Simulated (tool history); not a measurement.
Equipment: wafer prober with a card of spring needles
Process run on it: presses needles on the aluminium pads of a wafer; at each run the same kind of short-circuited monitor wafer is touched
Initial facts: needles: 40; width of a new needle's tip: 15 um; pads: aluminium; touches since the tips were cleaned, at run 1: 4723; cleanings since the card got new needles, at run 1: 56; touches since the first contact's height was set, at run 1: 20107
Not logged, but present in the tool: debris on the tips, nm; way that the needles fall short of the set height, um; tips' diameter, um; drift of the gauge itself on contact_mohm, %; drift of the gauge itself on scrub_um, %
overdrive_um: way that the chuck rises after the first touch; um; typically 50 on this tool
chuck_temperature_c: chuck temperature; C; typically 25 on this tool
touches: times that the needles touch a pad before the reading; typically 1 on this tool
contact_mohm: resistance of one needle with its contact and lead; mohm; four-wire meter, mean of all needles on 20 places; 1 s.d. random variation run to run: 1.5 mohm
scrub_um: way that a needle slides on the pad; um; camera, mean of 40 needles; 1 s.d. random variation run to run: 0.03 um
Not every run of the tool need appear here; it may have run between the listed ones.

run	hour	overdrive_um	chuck_temperature_c	touches	touches since the tips were cleaned	cleanings since the card got new needles	touches since the first contact's height was set	contact_mohm	scrub_um
1	0	50	25	1	4723	56	20107	143	12.49
# hour 6.4: tips cleaned on abrasive film
2	12.7	50	25	1	3759	57	27611	142	12.53
# hour 20.8: tips cleaned on abrasive film
# hour 36.1: tips cleaned on abrasive film
3	37.3	50	25	3	707	59	42104	142	12.47
# hour 49.2: tips cleaned on abrasive film
4	61.6	50	51	3	7394	60	56514	147	12.52
# hour 64.3: tips cleaned on abrasive film
# hour 78.6: tips cleaned on abrasive film
# hour 92.5: tips cleaned on abrasive film
5	92.6	50	51	3	55	63	74771	149	12.53
# hour 106.7: tips cleaned on abrasive film
6	107.5	50	51	3	477	64	83581	147	12.46
# hour 121.3: tips cleaned on abrasive film
7	134.1	50	51	3	7630	65	99338	150	12.54
# hour 137: tips cleaned on abrasive film
# hour 150.6: tips cleaned on abrasive film
# hour 164.4: tips cleaned on abrasive film
8	164.4	50	51	3	0	68	117213	147	12.47
# hour 178.3: tips cleaned on abrasive film
9	188.5	50	51	3	6091	69	131481	151	12.47
# hour 193.2: tips cleaned on abrasive film
10	202	50	51	3	5213	70	139424	147	12.51
# hour 207.4: tips cleaned on abrasive film
11	215.2	50	51	3	4654	71	147248	150	12.51
# hour 222.4: tips cleaned on abrasive film
# hour 237: tips cleaned on abrasive film
12	242.3	50	51	3	3174	73	163246	150	12.47
# hour 251.2: tips cleaned on abrasive film
13	261.8	50	51	3	6281	74	174771	147	12.51
# hour 267: tips cleaned on abrasive film
# hour 281.5: tips cleaned on abrasive film
14	282.8	50	56	1	766	76	187141	149	12.52
# hour 295.3: tips cleaned on abrasive film
15	297.4	50	56	1	1282	77	195790	152	12.5
# hour 309.9: tips cleaned on abrasive film
16	313.6	50	25	2	2216	78	205351	144	12.56
# hour 323.8: tips cleaned on abrasive film
# hour 337.5: tips cleaned on abrasive film
17	343.5	50	45	1	3572	80	223040	147	12.44
# hour 352.7: tips cleaned on abrasive film
18	360.2	47	125	1	4505	81	232916	164	11.79
# hour 363.9: height of the first contact set anew
# hour 366.5: tips cleaned on abrasive film
# hour 380: tips cleaned on abrasive film
19	387.9	47	125	1	4728	83	14172	166	11.71
# hour 394.2: tips cleaned on abrasive film
# hour 409.4: tips cleaned on abrasive film
20	416.7	38	27	2	4314	85	31140	149	9.49
# hour 423.7: tips cleaned on abrasive film
21	436.4	59	70	1	7552	86	42805	149	14.67
# hour 438.9: tips cleaned on abrasive film
# hour 453.9: tips cleaned on abrasive film
22	458.3	36	51	2	2657	88	55760	155	8.99
# hour 468.8: tips cleaned on abrasive film
23	477.7	36	51	2	5285	89	67225	157	8.99
# hour 484.2: tips cleaned on abrasive film
# hour 498.1: tips cleaned on abrasive film
24	498.1	68	70	3	0	91	79257	145	17.06
# hour 512.8: tips cleaned on abrasive film
25	513.8	31	60	2	560	92	88505	165	7.74
# hour 526.9: tips cleaned on abrasive film
26	533.6	65	101	3	3987	93	100238	151	16.25
# hour 541.2: tips cleaned on abrasive film
# hour 555.8: tips cleaned on abrasive film
27	556.6	52	57	2	458	95	113800	149	13.01
# hour 570.1: tips cleaned on abrasive film
28	573.8	52	57	2	2189	96	123965	149	12.95
# hour 583.6: tips cleaned on abrasive film
29	589.5	32	60	1	3516	97	133259	164	7.99
# hour 597.6: tips cleaned on abrasive film
30	607.4	46	76	1	5877	98	143861	156	11.48
# hour 612.2: tips cleaned on abrasive film
# hour 625.7: tips cleaned on abrasive film
31	627	46	76	1	780	100	155380	155	11.5

Alternative continuations, all from the tool just after run 31; predict every row:
# hour 639: tips cleaned on abrasive film
# hour 652.4: tips cleaned on abrasive film
A	652.4	34	94	1	0	102	170381	?	?
# hour 639: tips cleaned on abrasive film
# hour 652.4: tips cleaned on abrasive film
B	652.4	32	42	3	0	102	170381	?	?
# hour 639: tips cleaned on abrasive film
# hour 652.4: tips cleaned on abrasive film
C	652.4	41	76	1	0	102	170381	?	?

run	contact_mohm	scrub_um
A	165	8.47
B	160	7.99
C	159	10.26
Without the tool's hidden state the same runs would have given:
run	contact_mohm	scrub_um
A	165	8.47
B	159	7.99
C	159	10.26
